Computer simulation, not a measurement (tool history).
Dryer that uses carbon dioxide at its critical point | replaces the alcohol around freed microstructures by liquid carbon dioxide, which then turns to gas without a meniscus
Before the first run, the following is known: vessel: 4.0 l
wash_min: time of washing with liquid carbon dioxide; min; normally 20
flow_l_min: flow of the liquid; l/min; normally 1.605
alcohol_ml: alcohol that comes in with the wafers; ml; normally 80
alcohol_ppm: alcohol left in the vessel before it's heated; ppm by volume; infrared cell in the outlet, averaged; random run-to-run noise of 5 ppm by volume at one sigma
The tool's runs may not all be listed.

run,hour,wash_min,flow_l_min,alcohol_ml,alcohol_ppm
1,0,20,1.605,80,32
2,12.6,20,1.605,80,25
3,20.5,20,1.605,80,32
4,30.6,20,1.605,80,30
5,39.9,20,1.605,80,23
6,45.2,20,1.605,80,31
7,56.4,20,1.605,80,36
8,68.5,20,2.19,80,18
9,74.9,20,1.605,80,37
10,81.6,20,1.02,80,297
11,88.4,20,1.28,80,110
12,95.4,20,1.605,80,44
13,102.4,18,1.605,80,71
14,113.4,18,1.605,80,68
15,124.4,18,1.605,80,68
16,129.7,14,1.605,80,223
17,134.9,14,1.605,80,219
18,141.8,20,1.605,80,49
19,151.1,20,1.605,80,50
20,158.4,20,1.605,80,57
21,166.7,31,2.62,69,32
22,173.4,20,1.68,80,42
23,181.4,20,1.87,24,33
24,186.7,20,1.87,24,43
25,195.8,15,1.66,29,76
26,203.1,18,1.605,53,63
27,209.4,18,1.605,53,69
28,216.8,18,1.605,53,64
29,225.6,25,1.52,83,46
30,235.4,27,1.35,45,47
31,242.9,31,1.59,23,41
32,253,31,1.59,23,46
33,262.3,14,1.55,80,293
34,268.2,13,1.74,85,274
35,273.9,20,1.605,61,65
36,284.5,20,1.605,61,68
37,293.2,15,1.605,48,148

Consider 4 possible next runs. They are alternatives, not a sequence: every one starts from the tool as it was left by run 37. What does each give?
A,305.1,20,1.21,80,?
B,305.1,15,1.53,22,?
C,305.1,25,1.605,20,?
D,305.1,20,1.605,47,?

run,alcohol_ppm
A,215
B,103
C,49
D,58
Had the tool no hidden state, the same runs would have come out as:
run,alcohol_ppm
A,83
B,30
C,7
D,7
